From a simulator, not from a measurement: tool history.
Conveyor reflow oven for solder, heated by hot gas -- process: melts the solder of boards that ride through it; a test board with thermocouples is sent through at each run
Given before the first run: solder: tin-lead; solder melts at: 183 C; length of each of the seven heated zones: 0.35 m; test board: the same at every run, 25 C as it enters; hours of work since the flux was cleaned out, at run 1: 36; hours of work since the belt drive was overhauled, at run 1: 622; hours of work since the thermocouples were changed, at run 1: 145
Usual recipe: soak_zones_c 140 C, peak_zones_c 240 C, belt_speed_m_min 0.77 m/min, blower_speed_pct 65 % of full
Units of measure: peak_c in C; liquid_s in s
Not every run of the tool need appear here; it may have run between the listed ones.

run     day  soak_zones_c  peak_zones_c  belt_speed_m_min  blower_speed_pct  hours of work since the flux was cleaned out  hours of work since the belt drive was overhauled  hours of work since the thermocouples were changed  peak_c  liquid_s
  1       0           140           240              0.77                65                                            36                                                622                                                 145   216.2      41.2
  2   3.071           140           240              0.77                65                                            88                                                674                                                 197   216.7      40.6
  3   6.812           140           240              0.77                65                                           152                                                738                                                 260   214.8        40
  4  10.275           140           240              0.77                65                                           211                                                797                                                 319   214.2      39.2
  5  14.358           140           240              0.77                65                                           280                                                866                                                 388   212.9        39
  6  17.633           140           240              0.77                65                                           335                                                921                                                 444   212.6      38.2
  7  20.738           140           240              0.77                65                                           388                                                974                                                 497   212.5      38.3
     23.767  -- flux residue cleaned out of gas plates and filters
  8  23.767           140           240              0.77                65                                             0                                               1022                                                 544   217.2      41.2
  9  26.262           140           252             0.663                76                                            42                                               1064                                                 587   235.4      58.1
     29.554  -- belt drive overhauled, speed set with a stopwatch
 10  30.583           134           242             0.895                55                                           113                                                 17                                                 657   202.5      22.6
     30.846  -- thermocouples of zones 6 and 7 changed
 11  33.454           144           242             0.895                55                                           160                                                 65                                                  44   207.2      28.7
 12  37.579           142           240              0.77                65                                           230                                                135                                                 114   215.9        40
 13  41.617           140           253             0.761                65                                           299                                                203                                                 183   225.4      45.7
 14  44.421           131           252             0.651                66                                           346                                                251                                                 230   229.4      53.2

Branching from run 14: 4 alternative next runs. What would each branch give?
  A  46.629           140           240             0.762                65                                           384                                                288                                                 268       ?         ?
  B  46.629           131           233             0.651                66                                           384                                                288                                                 268       ?         ?
  C  46.629           140           254             0.699                71                                           384                                                288                                                 268       ?         ?
  D  46.629           135           240              0.77                62                                           384                                                288                                                 268       ?         ?

run  peak_c  liquid_s
  A   213.8        39
  B   212.7      43.1
  C   231.4      52.9
  D   211.1      34.4
Take away the tool's hidden state, keep each run's random variation, and the runs would have read:
run  peak_c  liquid_s
  A   217.7      41.5
  B   216.2      45.9
  C   235.5      54.2
  D   215.2      37.2
